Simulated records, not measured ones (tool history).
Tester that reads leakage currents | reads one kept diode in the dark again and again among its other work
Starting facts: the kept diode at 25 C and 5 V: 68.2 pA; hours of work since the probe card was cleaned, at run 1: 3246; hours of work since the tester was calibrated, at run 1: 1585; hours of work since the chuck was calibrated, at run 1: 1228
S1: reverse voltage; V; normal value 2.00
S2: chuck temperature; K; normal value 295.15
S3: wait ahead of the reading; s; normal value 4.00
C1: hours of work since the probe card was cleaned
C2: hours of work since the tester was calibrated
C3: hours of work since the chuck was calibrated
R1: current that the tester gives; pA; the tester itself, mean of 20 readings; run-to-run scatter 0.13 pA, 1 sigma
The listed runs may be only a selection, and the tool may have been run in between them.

run 1 hour=0.0 | S1=2.00 S2=295.15 S3=4.00 | C1=3246 C2=1585 C3=1228 | R1=48.21
run 2 hour=172.5 | S1=2.00 S2=295.15 S3=4.00 | C1=3324 C2=1663 C3=1307 | R1=48.53
run 3 hour=295.5 | S1=1.07 S2=295.15 S3=4.00 | C1=3380 C2=1719 C3=1362 | R1=38.91
-- hour=350.1 chuck's temperature calibrated
run 4 hour=447.9 | S1=2.00 S2=295.15 S3=0.81 | C1=3449 C2=1787 C3=44 | R1=42.10
run 5 hour=603.2 | S1=2.00 S2=295.15 S3=4.00 | C1=3519 C2=1858 C3=115 | R1=41.98
run 6 hour=743.7 | S1=2.00 S2=295.15 S3=4.00 | C1=3583 C2=1921 C3=179 | R1=42.53
run 7 hour=838.3 | S1=2.00 S2=295.15 S3=4.00 | C1=3626 C2=1964 C3=221 | R1=42.91
run 8 hour=1023.7 | S1=2.00 S2=295.15 S3=4.00 | C1=3710 C2=2049 C3=306 | R1=43.20
-- hour=1073.2 probe card cleaned and baked
run 9 hour=1168.5 | S1=2.00 S2=295.15 S3=4.00 | C1=43 C2=2113 C3=370 | R1=41.69
run 10 hour=1332.5 | S1=2.00 S2=295.15 S3=4.00 | C1=118 C2=2187 C3=444 | R1=42.31
run 11 hour=1424.6 | S1=2.00 S2=295.15 S3=4.00 | C1=159 C2=2229 C3=486 | R1=42.29
run 12 hour=1549.0 | S1=2.00 S2=295.15 S3=4.00 | C1=216 C2=2285 C3=543 | R1=42.92
run 13 hour=1652.2 | S1=2.00 S2=295.15 S3=2.17 | C1=263 C2=2332 C3=589 | R1=43.40
run 14 hour=1812.6 | S1=2.00 S2=295.15 S3=2.17 | C1=335 C2=2405 C3=662 | R1=43.39
run 15 hour=1909.4 | S1=2.00 S2=295.15 S3=2.17 | C1=379 C2=2449 C3=706 | R1=44.10
run 16 hour=2076.7 | S1=16.74 S2=298.15 S3=1.38 | C1=455 C2=2525 C3=782 | R1=122.57
run 17 hour=2184.8 | S1=1.03 S2=297.15 S3=1.97 | C1=504 C2=2574 C3=831 | R1=40.94
run 18 hour=2353.5 | S1=1.03 S2=297.15 S3=1.97 | C1=581 C2=2650 C3=908 | R1=41.27
-- hour=2410.5 tester calibrated
run 19 hour=2516.8 | S1=2.00 S2=294.15 S3=4.00 | C1=654 C2=48 C3=981 | R1=41.36
run 20 hour=2724.2 | S1=13.76 S2=306.15 S3=0.59 | C1=748 C2=142 C3=1075 | R1=208.84
run 21 hour=2829.7 | S1=1.78 S2=307.15 S3=0.59 | C1=796 C2=190 C3=1123 | R1=104.66
run 22 hour=2936.8 | S1=2.37 S2=300.15 S3=1.80 | C1=845 C2=239 C3=1171 | R1=70.90
run 23 hour=3079.7 | S1=12.51 S2=310.15 S3=0.33 | C1=909 C2=304 C3=1236 | R1=273.66
run 24 hour=3186.6 | S1=4.70 S2=310.15 S3=1.40 | C1=958 C2=352 C3=1285 | R1=186.45
run 25 hour=3299.4 | S1=4.64 S2=298.15 S3=4.00 | C1=1009 C2=403 C3=1336 | R1=80.06
-- hour=3415.2 chuck's temperature calibrated
run 26 hour=3498.1 | S1=4.64 S2=298.15 S3=4.00 | C1=1098 C2=493 C3=38 | R1=68.89
run 27 hour=3647.3 | S1=4.64 S2=297.15 S3=0.33 | C1=1166 C2=560 C3=105 | R1=68.51
run 28 hour=3860.5 | S1=17.33 S2=328.15 S3=0.33 | C1=1263 C2=657 C3=202 | R1=873.55
run 29 hour=3951.7 | S1=17.33 S2=328.15 S3=0.33 | C1=1304 C2=698 C3=243 | R1=875.06

Predict each of these 5 candidate next runs independently; none follows another, all start after run 29:
run A hour=4156.0 | S1=17.33 S2=314.15 S3=0.33 | C1=1397 C2=791 C3=336 | R1=?
run B hour=4156.0 | S1=13.33 S2=328.15 S3=0.33 | C1=1397 C2=791 C3=336 | R1=?
run C hour=4156.0 | S1=1.07 S2=295.15 S3=1.70 | C1=1397 C2=791 C3=336 | R1=?
run D hour=4156.0 | S1=17.33 S2=319.15 S3=2.03 | C1=1397 C2=791 C3=336 | R1=?
run E hour=4156.0 | S1=3.89 S2=295.15 S3=4.00 | C1=1397 C2=791 C3=336 | R1=?

run=A R1=371.15
run=B R1=803.79
run=C R1=33.77
run=D R1=494.31
run=E R1=53.76
Without the tool's hidden state the same runs would have given:
run=A R1=349.51
run=B R1=767.43
run=C R1=31.78
run=D R1=467.44
run=E R1=49.78

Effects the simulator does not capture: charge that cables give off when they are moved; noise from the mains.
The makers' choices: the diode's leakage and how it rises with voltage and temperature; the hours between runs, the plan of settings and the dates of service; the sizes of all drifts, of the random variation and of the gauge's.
